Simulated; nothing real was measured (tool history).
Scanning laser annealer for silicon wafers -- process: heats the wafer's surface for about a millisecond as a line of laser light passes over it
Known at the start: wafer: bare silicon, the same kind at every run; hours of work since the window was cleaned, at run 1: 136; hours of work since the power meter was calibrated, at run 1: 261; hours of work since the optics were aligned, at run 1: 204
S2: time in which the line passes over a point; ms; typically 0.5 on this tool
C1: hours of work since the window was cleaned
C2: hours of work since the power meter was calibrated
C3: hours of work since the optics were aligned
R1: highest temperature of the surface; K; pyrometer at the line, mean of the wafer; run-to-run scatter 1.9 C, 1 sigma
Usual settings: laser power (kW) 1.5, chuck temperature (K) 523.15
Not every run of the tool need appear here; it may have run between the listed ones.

{"run": 1, "hour": 0.0, "laser power (kW)": 1.5, "S2": 0.5, "chuck temperature (K)": 523.15, "C1": 136, "C2": 261, "C3": 204, "R1": 1354.15}
{"run": 2, "hour": 9.3, "laser power (kW)": 1.5, "S2": 0.5, "chuck temperature (K)": 523.15, "C1": 142, "C2": 267, "C3": 211, "R1": 1353.15}
{"run": 3, "hour": 17.2, "laser power (kW)": 1.5, "S2": 0.5, "chuck temperature (K)": 523.15, "C1": 148, "C2": 273, "C3": 217, "R1": 1353.15}
{"run": 4, "hour": 28.7, "laser power (kW)": 1.5, "S2": 0.5, "chuck temperature (K)": 523.15, "C1": 156, "C2": 282, "C3": 225, "R1": 1354.15}
{"run": 5, "hour": 39.1, "laser power (kW)": 1.5, "S2": 0.5, "chuck temperature (K)": 523.15, "C1": 164, "C2": 289, "C3": 233, "R1": 1354.15}
{"run": 6, "hour": 52.0, "laser power (kW)": 1.5, "S2": 0.5, "chuck temperature (K)": 523.15, "C1": 173, "C2": 298, "C3": 242, "R1": 1352.15}
{"run": 7, "hour": 61.8, "laser power (kW)": 1.5, "S2": 0.5, "chuck temperature (K)": 523.15, "C1": 180, "C2": 306, "C3": 249, "R1": 1351.15}
{"run": 8, "hour": 72.7, "laser power (kW)": 1.5, "S2": 0.5, "chuck temperature (K)": 523.15, "C1": 188, "C2": 314, "C3": 257, "R1": 1353.15}
{"run": 9, "hour": 78.8, "laser power (kW)": 1.609, "S2": 0.5, "chuck temperature (K)": 523.15, "C1": 193, "C2": 318, "C3": 262, "R1": 1410.15}
{"run": 10, "hour": 89.0, "laser power (kW)": 1.609, "S2": 0.5, "chuck temperature (K)": 523.15, "C1": 200, "C2": 325, "C3": 269, "R1": 1410.15}
{"run": 11, "hour": 99.9, "laser power (kW)": 1.5, "S2": 0.5, "chuck temperature (K)": 523.15, "C1": 208, "C2": 333, "C3": 277, "R1": 1350.15}
{"run": 12, "hour": 108.0, "laser power (kW)": 1.5, "S2": 0.5, "chuck temperature (K)": 523.15, "C1": 214, "C2": 339, "C3": 283, "R1": 1350.15}
{"run": 13, "hour": 121.8, "laser power (kW)": 1.5, "S2": 0.5, "chuck temperature (K)": 523.15, "C1": 224, "C2": 349, "C3": 293, "R1": 1351.15}
{"run": 14, "hour": 131.0, "laser power (kW)": 1.5, "S2": 0.426, "chuck temperature (K)": 523.15, "C1": 231, "C2": 356, "C3": 299, "R1": 1273.15}
{"run": 15, "hour": 140.2, "laser power (kW)": 1.5, "S2": 0.5, "chuck temperature (K)": 538.15, "C1": 237, "C2": 363, "C3": 306, "R1": 1363.15}
{"run": 16, "hour": 146.2, "laser power (kW)": 1.5, "S2": 0.5, "chuck temperature (K)": 538.15, "C1": 242, "C2": 367, "C3": 311, "R1": 1364.15}
{"run": 17, "hour": 153.3, "laser power (kW)": 1.5, "S2": 0.524, "chuck temperature (K)": 523.15, "C1": 247, "C2": 372, "C3": 316, "R1": 1372.15}
{"run": 18, "hour": 166.2, "laser power (kW)": 1.5, "S2": 0.524, "chuck temperature (K)": 523.15, "C1": 256, "C2": 381, "C3": 325, "R1": 1373.15}
{"run": 19, "hour": 172.6, "laser power (kW)": 1.347, "S2": 0.588, "chuck temperature (K)": 506.15, "C1": 261, "C2": 386, "C3": 330, "R1": 1320.15}
{"run": 20, "hour": 183.6, "laser power (kW)": 1.5, "S2": 0.527, "chuck temperature (K)": 523.15, "C1": 269, "C2": 394, "C3": 338, "R1": 1372.15}
{"run": 21, "hour": 193.2, "laser power (kW)": 1.5, "S2": 0.527, "chuck temperature (K)": 523.15, "C1": 276, "C2": 401, "C3": 345, "R1": 1372.15}
{"run": 22, "hour": 199.8, "laser power (kW)": 1.5, "S2": 0.527, "chuck temperature (K)": 523.15, "C1": 281, "C2": 406, "C3": 349, "R1": 1372.15}
{"run": 23, "hour": 207.9, "laser power (kW)": 1.5, "S2": 0.527, "chuck temperature (K)": 523.15, "C1": 287, "C2": 412, "C3": 355, "R1": 1372.15}
{"run": 24, "hour": 220.6, "laser power (kW)": 1.5, "S2": 0.533, "chuck temperature (K)": 523.15, "C1": 296, "C2": 421, "C3": 365, "R1": 1376.15}
{"run": 25, "hour": 233.1, "laser power (kW)": 1.4, "S2": 0.5, "chuck temperature (K)": 560.15, "C1": 305, "C2": 430, "C3": 374, "R1": 1326.15}
{"run": 26, "hour": 246.2, "laser power (kW)": 1.552, "S2": 0.5, "chuck temperature (K)": 560.15, "C1": 314, "C2": 440, "C3": 383, "R1": 1407.15}
{"run": 27, "hour": 259.3, "laser power (kW)": 1.552, "S2": 0.5, "chuck temperature (K)": 560.15, "C1": 324, "C2": 449, "C3": 393, "R1": 1407.15}
{"run": 28, "hour": 268.7, "laser power (kW)": 1.552, "S2": 0.5, "chuck temperature (K)": 560.15, "C1": 331, "C2": 456, "C3": 400, "R1": 1407.15}
{"run": 29, "hour": 277.4, "laser power (kW)": 1.5, "S2": 0.357, "chuck temperature (K)": 532.15, "C1": 337, "C2": 462, "C3": 406, "R1": 1204.15}

3 options for the next run, each taken on its own from the tool as it stands now. Forecast them:
{"run": "A", "hour": 290.0, "laser power (kW)": 1.529, "S2": 0.357, "chuck temperature (K)": 532.15, "C1": 346, "C2": 471, "C3": 415, "R1": "?"}
{"run": "B", "hour": 290.0, "laser power (kW)": 1.463, "S2": 0.579, "chuck temperature (K)": 489.15, "C1": 346, "C2": 471, "C3": 415, "R1": "?"}
{"run": "C", "hour": 290.0, "laser power (kW)": 1.474, "S2": 0.416, "chuck temperature (K)": 538.15, "C1": 346, "C2": 471, "C3": 415, "R1": "?"}

run=A R1=1216.15
run=B R1=1361.15
run=C R1=1258.15
Stripped of hidden state, with their random variation kept, the same runs would have yielded:
run=A R1=1235.15
run=B R1=1385.15
run=C R1=1278.15

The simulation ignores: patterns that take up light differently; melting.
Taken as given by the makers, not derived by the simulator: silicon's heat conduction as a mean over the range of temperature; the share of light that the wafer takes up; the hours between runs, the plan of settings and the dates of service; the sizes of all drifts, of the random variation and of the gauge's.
